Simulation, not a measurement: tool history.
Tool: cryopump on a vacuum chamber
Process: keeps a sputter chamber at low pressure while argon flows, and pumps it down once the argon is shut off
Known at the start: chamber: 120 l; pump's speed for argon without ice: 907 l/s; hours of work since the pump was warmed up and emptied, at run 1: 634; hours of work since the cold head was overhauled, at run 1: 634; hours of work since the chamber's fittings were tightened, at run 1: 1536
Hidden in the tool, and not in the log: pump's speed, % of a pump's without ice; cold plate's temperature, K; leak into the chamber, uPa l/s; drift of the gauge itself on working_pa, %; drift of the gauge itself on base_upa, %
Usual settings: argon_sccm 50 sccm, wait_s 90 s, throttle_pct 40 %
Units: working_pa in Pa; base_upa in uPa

run,day,argon_sccm,wait_s,throttle_pct,hours of work since the pump was warmed up and emptied,hours of work since the cold head was overhauled,hours of work since the chamber's fittings were tightened,working_pa,base_upa
1,0,50,90,40,634,634,1536,0.2719,4.29
# day 2.704: pump warmed up, emptied and cooled again
2,4.212,33,90,40,25,701,1602,0.156,3.48
# day 7.821: leaking fittings of the chamber tightened, without venting
3,8.608,33,90,40,96,772,13,0.1574,1.9
4,10.554,33,90,40,128,804,45,0.1596,1.93
5,13.729,29,90,40,180,856,97,0.1392,1.98
6,16.058,50,90,40,219,894,136,0.2464,2.03
7,18.633,50,90,40,261,937,178,0.2485,2.15
8,22.292,34,94,39,322,997,239,0.175,2.04
9,25.942,53,232,59,382,1057,299,0.193,1.36
10,27.979,28,20,40,415,1091,332,0.1446,7.55
11,31.95,50,133,40,481,1157,398,0.2623,1.98
12,35.971,50,133,40,547,1223,464,0.2693,2.07

Forecast each of these 5 alternatives for the next run:
A,39.112,93,113,40,599,1275,516,?,?
B,39.112,34,143,23,599,1275,516,?,?
C,39.112,21,50,40,599,1275,516,?,?
D,39.112,50,133,30,599,1275,516,?,?
E,39.112,42,90,43,599,1275,516,?,?

run,working_pa,base_upa
A,0.5101,2.36
B,0.3031,2.13
C,0.1146,3.98
D,0.3535,2.26
E,0.2134,2.7
Without the tool's hidden state the same runs would have given:
run,working_pa,base_upa
A,0.4356,1.48
B,0.276,1.25
C,0.0979,3.07
D,0.3133,1.34
E,0.1802,1.81
